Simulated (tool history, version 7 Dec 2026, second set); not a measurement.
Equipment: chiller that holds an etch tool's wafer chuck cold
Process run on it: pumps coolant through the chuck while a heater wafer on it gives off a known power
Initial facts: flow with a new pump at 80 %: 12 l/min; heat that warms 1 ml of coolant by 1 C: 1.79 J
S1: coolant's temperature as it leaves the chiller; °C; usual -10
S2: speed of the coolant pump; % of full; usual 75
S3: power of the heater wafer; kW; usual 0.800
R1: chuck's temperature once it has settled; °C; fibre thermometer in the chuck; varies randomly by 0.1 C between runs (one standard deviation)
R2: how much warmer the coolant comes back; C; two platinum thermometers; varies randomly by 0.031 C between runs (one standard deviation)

Run 1, hour 0.0: usual settings. Result: R1 -2.2 °C, R2 2.39 C.
Run 2, hour 24.4: usual settings but S2 81 % of full. Result: R1 -2.6 °C, R2 2.27 C.
Run 3, hour 45.9: usual settings. Result: R1 -2.5 °C, R2 2.41 C.
Run 4, hour 67.1: usual settings but S3 0.615 kW. Result: R1 -4.2 °C, R2 1.79 C.
Run 5, hour 80.7: usual settings but S3 0.615 kW. Result: R1 -4.3 °C, R2 1.74 C.
Run 6, hour 107.6: usual settings. Result: R1 -2.2 °C, R2 2.36 C.
Run 7, hour 121.6: usual settings but S1 -17 °C. Result: R1 -9.4 °C, R2 2.41 C.
Run 8, hour 147.5: usual settings but S1 -17 °C. Result: R1 -9.3 °C, R2 2.35 C.
Run 9, hour 170.9: usual settings. Result: R1 -2.4 °C, R2 2.26 C.
Run 10, hour 200.0: usual settings. Result: R1 -2.3 °C, R2 2.30 C.
Run 11, hour 229.6: usual settings. Result: R1 -2.3 °C, R2 2.27 C.
Run 12, hour 252.7: usual settings. Result: R1 -2.4 °C, R2 2.25 C.
Run 13, hour 271.1: usual settings. Result: R1 -2.3 °C, R2 2.29 C.
Run 14, hour 286.7: usual settings but S3 0.759 kW. Result: R1 -2.7 °C, R2 2.14 C.
Run 15, hour 307.4: usual settings but S3 1.012 kW. Result: R1 -0.3 °C, R2 2.88 C.
Run 16, hour 322.8: usual settings but S1 -2 °C. Result: R1 5.6 °C, R2 2.21 C.
Run 17, hour 347.5: usual settings but S1 -2 °C, S2 86 % of full, S3 0.416 kW. Result: R1 1.5 °C, R2 0.89 C.
Run 18, hour 371.7: usual settings but S1 -19 °C, S2 86 % of full, S3 1.105 kW. Result: R1 -9.5 °C, R2 2.69 C.
Run 19, hour 403.7: usual settings but S1 -14 °C, S2 86 % of full. Result: R1 -7.1 °C, R2 1.82 C.
Run 20, hour 433.4: usual settings but S1 -2 °C, S2 94 % of full, S3 1.008 kW. Result: R1 6.1 °C, R2 2.16 C.
Run 21, hour 464.2: usual settings but S1 -1 °C, S2 74 % of full, S3 0.437 kW. Result: R1 3.4 °C, R2 1.06 C.
Run 22, hour 494.2: usual settings but S1 -6 °C, S2 61 % of full. Result: R1 2.9 °C, R2 2.74 C.
Run 23, hour 521.9: usual settings but S2 93 % of full, S3 0.669 kW. Result: R1 -4.6 °C, R2 1.29 C.
Run 24, hour 552.3: usual settings but S1 -1 °C, S2 93 % of full, S3 0.809 kW. Result: R1 5.6 °C, R2 1.64 C.
Run 25, hour 584.4: usual settings but S1 -11 °C, S2 79 % of full, S3 0.417 kW. Result: R1 -7.2 °C, R2 0.89 C.
Run 26, hour 607.7: usual settings but S1 -17 °C, S2 90 % of full, S3 1.062 kW. Result: R1 -8.0 °C, R2 2.29 C.
Run 27, hour 629.1: usual settings but S1 -17 °C, S2 90 % of full, S3 1.062 kW. Result: R1 -8.2 °C, R2 2.29 C.
Run 28, hour 660.7: usual settings but S2 83 % of full. Result: R1 -3.1 °C, R2 1.79 C.
Run 29, hour 690.1: usual settings but S1 -3 °C, S2 84 % of full, S3 1.147 kW. Result: R1 6.9 °C, R2 2.65 C.
Run 30, hour 718.1: usual settings but S1 -3 °C, S2 84 % of full, S3 1.147 kW. Result: R1 7.1 °C, R2 2.69 C.
Run 31, hour 734.0: usual settings but S1 -14 °C, S2 87 % of full, S3 0.745 kW. Result: R1 -7.7 °C, R2 1.52 C.

Measured less the same run without the tool's hidden state. The same run-to-run variation is in both; the gauge's scatter may not be:
Hidden state at play: heat passed by the chuck's channels, % of clean ones'; flow at a given pump speed, % of a new pump's; coolant's true temperature over the reading, C; drift of the gauge itself on chuck_c, C; drift of the gauge itself on warmer_back_c, C.
run     R2
  1  +0.00
  2  -0.01
  3  -0.03
  4  -0.03
  5  -0.04
  6  -0.05
  7  -0.06
  8  -0.07
  9  -0.08
 10  -0.10
 11  -0.11
 12  -0.12
 13  -0.13
 14  -0.15
 15  -0.15
 16  -0.16
 17  -0.17
 18  -0.18
 19  -0.20
 20  -0.21
 21  -0.23
 22  -0.25
 23  -0.26
 24  -0.28
 25  -0.29
 26  -0.30
 27  -0.31
 28  -0.33
 29  -0.34
 30  -0.36
 31  -0.37
R1: differs from the measured result by no more than 0.1 °C in any run.
